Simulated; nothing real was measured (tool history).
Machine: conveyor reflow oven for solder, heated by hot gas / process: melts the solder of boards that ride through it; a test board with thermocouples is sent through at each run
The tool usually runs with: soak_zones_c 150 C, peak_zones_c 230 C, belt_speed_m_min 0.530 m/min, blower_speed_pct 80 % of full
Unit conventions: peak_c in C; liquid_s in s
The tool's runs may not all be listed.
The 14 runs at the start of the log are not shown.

{"run": 15, "hour": 766.0, "soak_zones_c": 150, "peak_zones_c": 230, "belt_speed_m_min": 0.53, "blower_speed_pct": 80, "peak_c": 218.9, "liquid_s": 56.6}
{"run": 16, "hour": 833.9, "soak_zones_c": 162, "peak_zones_c": 230, "belt_speed_m_min": 0.51, "blower_speed_pct": 69, "peak_c": 220.3, "liquid_s": 64.7}
{"run": 17, "hour": 902.3, "soak_zones_c": 144, "peak_zones_c": 231, "belt_speed_m_min": 0.544, "blower_speed_pct": 85, "peak_c": 219.1, "liquid_s": 52.8}
{"run": 18, "hour": 948.9, "soak_zones_c": 144, "peak_zones_c": 231, "belt_speed_m_min": 0.544, "blower_speed_pct": 85, "peak_c": 218.8, "liquid_s": 53.3}
{"run": 19, "hour": 984.7, "soak_zones_c": 150, "peak_zones_c": 238, "belt_speed_m_min": 0.53, "blower_speed_pct": 80, "peak_c": 225.9, "liquid_s": 60.4}
{"run": 20, "hour": 1046.2, "soak_zones_c": 150, "peak_zones_c": 228, "belt_speed_m_min": 0.53, "blower_speed_pct": 58, "peak_c": 213.9, "liquid_s": 52.4}
{"hour": 1073.1, "done": "flux residue cleaned out of gas plates and filters"}
{"run": 21, "hour": 1111.1, "soak_zones_c": 159, "peak_zones_c": 220, "belt_speed_m_min": 0.53, "blower_speed_pct": 64, "peak_c": 209.1, "liquid_s": 53.3}
{"run": 22, "hour": 1145.4, "soak_zones_c": 159, "peak_zones_c": 220, "belt_speed_m_min": 0.53, "blower_speed_pct": 64, "peak_c": 210.3, "liquid_s": 54.3}
{"run": 23, "hour": 1208.1, "soak_zones_c": 138, "peak_zones_c": 221, "belt_speed_m_min": 0.53, "blower_speed_pct": 66, "peak_c": 207.1, "liquid_s": 42.2}
{"run": 24, "hour": 1288.2, "soak_zones_c": 138, "peak_zones_c": 221, "belt_speed_m_min": 0.444, "blower_speed_pct": 52, "peak_c": 209.0, "liquid_s": 54.2}
{"run": 25, "hour": 1352.4, "soak_zones_c": 138, "peak_zones_c": 221, "belt_speed_m_min": 0.444, "blower_speed_pct": 80, "peak_c": 212.7, "liquid_s": 59.9}
{"run": 26, "hour": 1408.5, "soak_zones_c": 164, "peak_zones_c": 243, "belt_speed_m_min": 0.434, "blower_speed_pct": 62, "peak_c": 233.7, "liquid_s": 84.5}
{"hour": 1446.4, "done": "flux residue cleaned out of gas plates and filters"}
{"run": 27, "hour": 1478.2, "soak_zones_c": 164, "peak_zones_c": 243, "belt_speed_m_min": 0.434, "blower_speed_pct": 62, "peak_c": 234.0, "liquid_s": 84.2}
{"run": 28, "hour": 1544.3, "soak_zones_c": 164, "peak_zones_c": 243, "belt_speed_m_min": 0.434, "blower_speed_pct": 62, "peak_c": 234.2, "liquid_s": 84.0}
{"run": 29, "hour": 1603.4, "soak_zones_c": 136, "peak_zones_c": 243, "belt_speed_m_min": 0.541, "blower_speed_pct": 62, "peak_c": 224.4, "liquid_s": 52.9}
{"run": 30, "hour": 1674.7, "soak_zones_c": 150, "peak_zones_c": 221, "belt_speed_m_min": 0.53, "blower_speed_pct": 80, "peak_c": 211.1, "liquid_s": 51.4}

Here are 3 independent what-if runs from the current tool condition. What would each one return?
{"run": "A", "hour": 1725.7, "soak_zones_c": 159, "peak_zones_c": 230, "belt_speed_m_min": 0.53, "blower_speed_pct": 80, "peak_c": "?", "liquid_s": "?"}
{"run": "B", "hour": 1725.7, "soak_zones_c": 136, "peak_zones_c": 230, "belt_speed_m_min": 0.53, "blower_speed_pct": 63, "peak_c": "?", "liquid_s": "?"}
{"run": "C", "hour": 1725.7, "soak_zones_c": 136, "peak_zones_c": 230, "belt_speed_m_min": 0.637, "blower_speed_pct": 80, "peak_c": "?", "liquid_s": "?"}

run=A peak_c=219.9 liquid_s=61.2
run=B peak_c=213.9 liquid_s=47.8
run=C peak_c=210.7 liquid_s=37.2
Stripped of hidden state, with their random variation kept, the same runs would have yielded:
run=A peak_c=219.8 liquid_s=61.1
run=B peak_c=213.8 liquid_s=47.7
run=C peak_c=210.7 liquid_s=37.1
